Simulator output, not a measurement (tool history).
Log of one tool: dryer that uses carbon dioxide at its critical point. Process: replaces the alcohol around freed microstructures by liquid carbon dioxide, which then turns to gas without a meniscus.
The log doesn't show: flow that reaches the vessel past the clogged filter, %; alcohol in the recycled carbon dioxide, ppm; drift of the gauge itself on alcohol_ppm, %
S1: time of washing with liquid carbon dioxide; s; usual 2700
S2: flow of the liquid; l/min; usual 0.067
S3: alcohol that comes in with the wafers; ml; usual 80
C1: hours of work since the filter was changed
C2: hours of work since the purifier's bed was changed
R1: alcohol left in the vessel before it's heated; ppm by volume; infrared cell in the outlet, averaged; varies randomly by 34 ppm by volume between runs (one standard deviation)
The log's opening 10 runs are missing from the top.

Run 11, day 5.221: usual settings but S1 3960 s; C1 44; C2 353. Result: R1 376 ppm by volume.
Run 12, day 5.788: usual settings but S1 3960 s; C1 51; C2 360. Result: R1 381 ppm by volume.
Run 13, day 6.379: usual settings but S1 3420 s; C1 58; C2 367. Result: R1 838 ppm by volume.
Run 14, day 6.925: usual settings but S1 3420 s; C1 65; C2 374. Result: R1 864 ppm by volume.
Run 15, day 7.246: usual settings but S1 3420 s; C1 69; C2 378. Result: R1 843 ppm by volume.
Run 16, day 7.875: usual settings but S1 2220 s; C1 76; C2 386. Result: R1 5589 ppm by volume.
Run 17, day 8.208: usual settings but S1 2220 s; C1 81; C2 390. Result: R1 5332 ppm by volume.
Run 18, day 8.871: usual settings but S1 3900 s, S2 0.078 l/min, S3 36 ml; C1 89; C2 398. Result: R1 102 ppm by volume.
Run 19, day 9.367: usual settings but S1 3900 s, S2 0.078 l/min, S3 36 ml; C1 95; C2 404. Result: R1 100 ppm by volume.
Run 20, day 9.838: usual settings but S1 2760 s, S2 0.0506 l/min, S3 36 ml; C1 101; C2 410. Result: R1 3260 ppm by volume.
Run 21, day 10.429: usual settings but S1 1800 s, S2 0.0506 l/min, S3 36 ml; C1 108; C2 417. Result: R1 9514 ppm by volume.
Run 22, day 10.717: usual settings but S2 0.0774 l/min, S3 92 ml; C1 112; C2 421. Result: R1 1581 ppm by volume.
Run 23, day 11.4: usual settings but S1 4200 s, S2 0.0562 l/min, S3 23 ml; C1 120; C2 429. Result: R1 282 ppm by volume.
Run 24, day 12.008: usual settings but S1 4200 s, S2 0.0562 l/min, S3 23 ml; C1 128; C2 437. Result: R1 276 ppm by volume.
Run 25, day 12.488: usual settings but S1 4200 s, S2 0.0731 l/min, S3 31 ml; C1 133; C2 443. Result: R1 93 ppm by volume.
Run 26, day 13.042: usual settings but S1 4200 s, S2 0.1127 l/min, S3 23 ml; C1 140; C2 450. Result: R1 31 ppm by volume.
Run 27, day 13.579: usual settings but S2 0.0439 l/min, S3 51 ml; C1 147; C2 456. Result: R1 7934 ppm by volume.
Run 28, day 13.95: usual settings but S1 1980 s, S2 0.072 l/min, S3 20 ml; C1 152; C2 461. Result: R1 1676 ppm by volume.
Run 29, day 14.575: usual settings but S1 1980 s, S2 0.072 l/min, S3 20 ml; C1 159; C2 469. Result: R1 1720 ppm by volume.
Run 30, day 14.971: usual settings but S1 1980 s, S2 0.072 l/min, S3 20 ml; C1 164; C2 474. Result: R1 1742 ppm by volume.
Run 31, day 15.575: usual settings but S1 2040 s, S3 104 ml; C1 172; C2 481. Result: R1 10535 ppm by volume.
At day 15.754: inlet filter changed.
Run 32, day 16.146: usual settings but S1 3000 s, S2 0.0451 l/min, S3 104 ml; C1 5; C2 488. Result: R1 9406 ppm by volume.
Run 33, day 16.708: usual settings but S1 3000 s, S2 0.0451 l/min, S3 104 ml; C1 12; C2 495. Result: R1 9569 ppm by volume.
Run 34, day 17.208: usual settings but S1 3000 s, S2 0.0451 l/min, S3 104 ml; C1 18; C2 501. Result: R1 9799 ppm by volume.

Predict each of these 5 candidate next runs independently; none follows another, all start after run 34:
Run A, day 17.529: usual settings but S1 3720 s, S2 0.0499 l/min, S3 24 ml; C1 22; C2 505. Result: R1 ?.
Run B, day 17.529: usual settings but S1 4140 s, S2 0.0712 l/min, S3 33 ml; C1 22; C2 505. Result: R1 ?.
Run C, day 17.529: usual settings but S1 1740 s, S2 0.0859 l/min, S3 92 ml; C1 22; C2 505. Result: R1 ?.
Run D, day 17.529: usual settings but S1 3180 s; C1 22; C2 505. Result: R1 ?.
Run E, day 17.529: usual settings but S2 0.0928 l/min, S3 75 ml; C1 22; C2 505. Result: R1 ?.

run    R1
  A   727
  B   102
  C  5288
  D  1213
  E   413
Had the tool no hidden state, the same runs would have come out as:
run    R1
  A   656
  B    67
  C  4992
  D  1100
  E   352
